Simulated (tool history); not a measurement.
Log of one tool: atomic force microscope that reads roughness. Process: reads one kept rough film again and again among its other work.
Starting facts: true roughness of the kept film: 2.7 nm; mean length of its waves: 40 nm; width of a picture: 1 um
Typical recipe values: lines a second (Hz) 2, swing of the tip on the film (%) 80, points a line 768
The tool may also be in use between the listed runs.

run    hour  lines a second (Hz)  swing of the tip on the film (%)  points a line  roughness of the kept film (nm (root mean square))
  1       0                    2                                80            768                                               2.171
  2    63.9                    2                                80            768                                                2.02
       85.7  -- new tip fitted
  3   133.5                    2                                56            768                                               2.317
      171.7  -- new tip fitted
  4   197.2                    2                                80            768                                               2.137
  5   251.8                    2                                80            768                                               1.977
      258.3  -- new tip fitted
  6     300                    2                                80            814                                               2.065
  7   338.5                    2                                80            814                                               1.987
        345  -- new tip fitted
  8   399.2                    2                                80            814                                               2.042
      430.4  -- new tip fitted
  9   440.9                    2                                80            768                                               2.191
 10   489.9                 1.43                                80            768                                               2.141
      518.7  -- new tip fitted
 11   527.2                 1.43                                80            768                                               2.269
      605.2  -- new tip fitted
 12   605.2                 1.43                                80            768                                               2.303
 13   651.6                  2.1                                80            768                                               2.055
      691.7  -- new tip fitted
 14   712.4                  2.1                                80            768                                               2.139
        778  -- new tip fitted
 15   790.7                  2.1                                80            768                                               2.126
 16   842.1                    2                                80            768                                               2.018
      868.7  -- new tip fitted
 17   888.4                    2                                80            695                                               2.139
      955.2  -- new tip fitted
 18   963.5                 0.68                                80            768                                               2.446
 19  1015.2                    2                                80            768                                               2.038
     1043.5  -- new tip fitted
 20  1089.2                    2                                80            768                                               2.084
     1134.2  -- new tip fitted
 21  1143.6                    2                                67            768                                               2.356
 22  1186.6                    2                                57            768                                               2.312
     1220.2  -- new tip fitted
 23  1237.5                    2                                57            768                                               2.425
 24  1272.3                    2                                57            768                                               2.338
     1309.9  -- new tip fitted
 25  1342.9                    2                                57            768                                               2.387
     1399.9  -- new tip fitted
 26  1400.1                  1.2                                68            768                                               2.463
 27  1466.4                    2                                68            947                                               2.196
     1487.5  -- new tip fitted
 28  1517.2                 0.63                                66            461                                               2.455
     1576.2  -- new tip fitted
 29  1581.8                    2                                80            435                                               2.184
     1590.1  -- height scale calibrated on a step standard
 30    1635                    2                                80            435                                               2.071
     1668.5  -- new tip fitted
 31  1696.9                 1.23                                83            509                                               2.272
 32    1734                 2.13                                80            759                                                2.05
     1759.6  -- new tip fitted
 33  1773.4                 1.67                                62            268                                               2.467
 34  1831.9                 1.67                                62            268                                               2.259
       1846  -- new tip fitted
 35  1882.4                 1.67                                62            268                                               2.384
     1936.6  -- new tip fitted
 36  1963.6                 1.67                                62            268                                               2.397
     1989.4  -- height scale calibrated on a step standard, once more
 37  2005.2                 1.68                                75            265                                               2.091
     2025.3  -- new tip fitted
 38  2073.5                 1.59                                56            571                                               2.321
     2111.1  -- new tip fitted
 39    2137                 1.03                                76            578                                               2.325
     2197.5  -- new tip fitted
 40  2213.9                 1.03                                76            578                                               2.346
 41  2278.8                 2.02                                80            361                                               1.948
       2285  -- new tip fitted
 42  2351.3                 0.87                                65            906                                               2.303
     2373.3  -- new tip fitted
 43  2405.8                 0.87                                65            906                                               2.383
     2460.2  -- new tip fitted
 44  2485.7                 0.87                                65            906                                               2.415
     2546.3  -- new tip fitted
 45  2562.5                 1.91                                79            406                                               2.145

Below, each run's measurement less what the same run would have read without the hidden state. Both values contain the same run-to-run variation, but the gauge's scatter may not be the same in both:
Hidden state at play: radius of the tip, nm; height scale over the true one, %; drift of the gauge itself on roughness_nm, %.
run  roughness of the kept film (nm (root mean square))
  1                                              +0.006
  2                                              -0.157
  3                                              -0.143
  4                                              -0.064
  5                                              -0.191
  6                                              -0.113
  7                                              -0.204
  8                                              -0.135
  9                                              -0.012
 10                                              -0.143
 11                                              -0.016
 12                                              +0.015
 13                                              -0.118
 14                                              -0.042
 15                                              -0.032
 16                                              -0.175
 17                                              -0.042
 18                                              +0.002
 19                                              -0.151
 20                                              -0.107
 21                                              -0.018
 22                                               -0.16
 23                                              -0.024
 24                                               -0.13
 25                                              -0.072
 26                                              +0.027
 27                                              -0.178
 28                                              -0.061
 29                                              +0.015
 30                                              -0.116
 31                                              -0.018
 32                                              -0.113
 33                                              +0.032
 34                                              -0.162
 35                                               -0.05
 36                                              -0.027
 37                                              -0.197
 38                                               -0.15
 39                                              -0.086
 40                                              -0.038
 41                                              -0.219
 42                                              -0.197
 43                                              -0.102
 44                                              -0.078
 45                                              -0.046
